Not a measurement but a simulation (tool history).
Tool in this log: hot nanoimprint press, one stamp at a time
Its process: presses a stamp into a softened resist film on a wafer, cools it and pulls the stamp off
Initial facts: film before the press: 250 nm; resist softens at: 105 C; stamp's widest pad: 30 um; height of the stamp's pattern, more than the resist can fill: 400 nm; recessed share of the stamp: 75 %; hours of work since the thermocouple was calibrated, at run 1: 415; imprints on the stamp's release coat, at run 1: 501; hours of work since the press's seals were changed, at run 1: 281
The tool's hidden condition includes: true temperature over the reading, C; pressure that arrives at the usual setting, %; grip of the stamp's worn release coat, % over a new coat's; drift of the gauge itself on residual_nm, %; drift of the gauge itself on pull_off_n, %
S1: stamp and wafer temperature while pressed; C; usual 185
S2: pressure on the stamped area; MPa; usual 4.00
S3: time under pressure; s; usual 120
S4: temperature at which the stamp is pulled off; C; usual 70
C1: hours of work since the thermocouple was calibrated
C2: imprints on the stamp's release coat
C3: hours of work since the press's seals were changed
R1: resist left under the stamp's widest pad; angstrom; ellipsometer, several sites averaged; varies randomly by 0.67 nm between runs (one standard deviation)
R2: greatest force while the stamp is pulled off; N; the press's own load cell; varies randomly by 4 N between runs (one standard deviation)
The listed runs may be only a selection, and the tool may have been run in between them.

| run | hour | S1 | S2 | S3 | S4 | C1 | C2 | C3 | R1 | R2 |
|---|---|---|---|---|---|---|---|---|---|---|
| 1 | 0.0 | 185 | 4.00 | 120 | 70 | 415 | 501 | 281 | 916 | 214 |
| 2 | 6.0 | 185 | 4.00 | 120 | 70 | 418 | 514 | 284 | 914 | 219 |
| 3 | 14.4 | 191 | 4.00 | 120 | 70 | 423 | 533 | 289 | 771 | 215 |
| 4 | 20.9 | 191 | 4.00 | 120 | 70 | 427 | 548 | 293 | 752 | 215 |
| 5 | 26.2 | 185 | 4.00 | 231 | 70 | 431 | 560 | 297 | 705 | 217 |
| 6 | 35.8 | 185 | 4.00 | 231 | 70 | 436 | 582 | 302 | 703 | 223 |
| 7 | 45.0 | 185 | 4.00 | 120 | 68 | 442 | 603 | 308 | 904 | 236 |
| 8 | 56.5 | 185 | 4.00 | 120 | 68 | 449 | 629 | 315 | 894 | 236 |
| 9 | 65.5 | 185 | 4.00 | 120 | 68 | 455 | 650 | 321 | 898 | 231 |
| 10 | 76.4 | 185 | 4.00 | 136 | 70 | 461 | 674 | 327 | 857 | 229 |
| 11 | 82.3 | 185 | 4.00 | 136 | 61 | 465 | 688 | 331 | 856 | 273 |
| 12 | 93.4 | 185 | 4.00 | 136 | 61 | 472 | 713 | 337 | 860 | 272 |
| 13 | 103.5 | 185 | 4.00 | 120 | 73 | 478 | 736 | 344 | 898 | 208 |
| 14 | 110.5 | 185 | 5.95 | 120 | 72 | 482 | 752 | 348 | 730 | 218 |
| 15 | 122.0 | 185 | 5.95 | 120 | 72 | 489 | 778 | 355 | 730 | 217 |
| 16 | 133.3 | 185 | 5.95 | 120 | 72 | 496 | 804 | 362 | 722 | 222 |
| 17 | 145.9 | 193 | 4.00 | 184 | 70 | 503 | 832 | 369 | 597 | 227 |
| 18 | 158.0 | 193 | 4.00 | 184 | 70 | 511 | 860 | 377 | 602 | 238 |
| 19 | 164.7 | 185 | 3.02 | 120 | 67 | 515 | 875 | 381 | 1039 | 248 |
| 20 | 174.4 | 185 | 3.02 | 120 | 67 | 521 | 897 | 387 | 1038 | 254 |
| 21 | 180.3 | 177 | 2.67 | 113 | 57 | 524 | 911 | 390 | 1387 | 298 |
| 22 | 188.2 | 185 | 4.00 | 120 | 76 | 529 | 929 | 395 | 893 | 202 |
| 23 | 195.4 | 180 | 4.00 | 120 | 70 | 534 | 945 | 400 | 1026 | 237 |
| 24 | 206.9 | 189 | 4.00 | 121 | 72 | 541 | 971 | 407 | 799 | 228 |
| 25 | 218.3 | 195 | 4.74 | 104 | 77 | 547 | 997 | 413 | 647 | 210 |
| 26 | 229.7 | 185 | 2.78 | 197 | 74 | 554 | 1023 | 420 | 895 | 223 |

How would selected steps in R1 from run to run divide? Give the signed amount a tool lacking its hidden state would still show from settings, what came in and random variation, and the signed amount left for the hidden state, including any gauge scatter that is not in both of the compared results.
Run 18 -> 19: S1 193 -> 185, S2 4.00 -> 3.02, S3 184 -> 120, S4 70 -> 67. R1 +437 angstrom: hidden state -26, all else +463.
Run 21 -> 22: S1 177 -> 185, S2 2.67 -> 4.00, S3 113 -> 120, S4 57 -> 76. R1 -494 angstrom: hidden state +24, all else -518.
